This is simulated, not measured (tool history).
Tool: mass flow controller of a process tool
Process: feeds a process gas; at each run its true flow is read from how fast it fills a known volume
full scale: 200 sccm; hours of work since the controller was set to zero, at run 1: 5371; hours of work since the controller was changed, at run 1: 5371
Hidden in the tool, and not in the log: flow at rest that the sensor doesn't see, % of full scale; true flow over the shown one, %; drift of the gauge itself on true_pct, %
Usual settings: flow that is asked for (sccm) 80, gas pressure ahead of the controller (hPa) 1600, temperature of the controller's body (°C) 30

run,hour,flow that is asked for (sccm),gas pressure ahead of the controller (hPa),temperature of the controller's body (°C),hours of work since the controller was set to zero,hours of work since the controller was changed,true flow (%)
1,0,80,1600,30,5371,5371,97.91
2,165.8,80,1600,22,5495,5495,98.62
3,365.5,80,2120,22,5645,5645,98.84
4,703.3,80,1600,30,5898,5898,98.24
5,974,113,1600,30,6101,6101,99.03
6,1180,113,1600,30,6255,6255,98.93
7,1342.7,113,1600,30,6377,6377,99.02
8,1562,113,1600,30,6542,6542,99.1
9,1901.7,113,1600,30,6796,6796,99.34
10,2143.2,35,1600,30,6977,6977,98.37
11,2447.2,35,1600,30,7205,7205,98.47
12,2656.5,35,1600,30,7362,7362,98.48
13,2851.7,35,1600,30,7509,7509,98.7
14,3150.2,31,1600,30,7732,7732,98.86
15,3433.6,80,1600,38,7945,7945,99.07
# hour 3697: gauge calibrated
16,3774.1,80,1600,30,8200,8200,97.93
17,3926.8,80,1600,30,8315,8315,98.1
18,4171.6,80,1600,30,8498,8498,98.14
19,4502.8,80,1850,30,8747,8747,98.5
# hour 4746.8: controller's zero set anew
20,4746.8,80,1850,30,0,8929,98.58
21,4906.8,80,1600,30,120,9049,98.51
22,5140.3,89,1600,30,295,9224,98.79
23,5417.7,89,1600,30,503,9432,98.86
24,5766.2,89,1520,32,764,9693,98.82
25,5930.6,89,1520,32,888,9817,98.94
26,6103.3,162,1600,23,1017,9946,100.52
27,6243.5,23,1450,23,1122,10051,98.79
28,6530.5,22,2150,23,1337,10266,99.25
29,6689.5,36,2540,29,1457,10386,99.36
30,6830,94,2380,24,1562,10491,100.36
31,7147,111,2290,28,1799,10729,100.68
32,7443.9,87,2290,28,2022,10951,100.29
33,7710.8,44,1720,32,2222,11151,99.22
34,7938.9,57,2310,21,2393,11322,100.53
35,8189.3,174,1780,30,2581,11510,101.47
36,8336,174,1780,30,2691,11620,101.49
# hour 8428: controller exchanged for a calibrated one
37,8566.7,174,1780,30,104,104,101.68
38,8819,174,1780,30,293,293,101.8
39,9151,53,2490,21,542,542,101.24
40,9381.5,76,1410,21,715,715,101.04
# hour 9418.8: gauge calibrated
41,9632.7,76,1410,21,903,903,98.42
42,9797.8,76,1410,21,1027,1027,98.67
43,10079.8,20,2350,24,1238,1238,98.2
44,10226.8,73,1680,30,1349,1349,98.37

4 ways to go on from here, each from the tool as it stands after run 44. What would each give?
A,10536.7,40,1730,30,1581,1581,?
B,10536.7,79,1610,31,1581,1581,?
C,10536.7,80,1620,27,1581,1581,?
D,10536.7,45,2340,30,1581,1581,?

run,true flow (%)
A,98.07
B,98.4
C,98.62
D,98.43
Without the tool's hidden state the same runs would have given:
run,true flow (%)
A,97.54
B,97.87
C,98.08
D,97.89
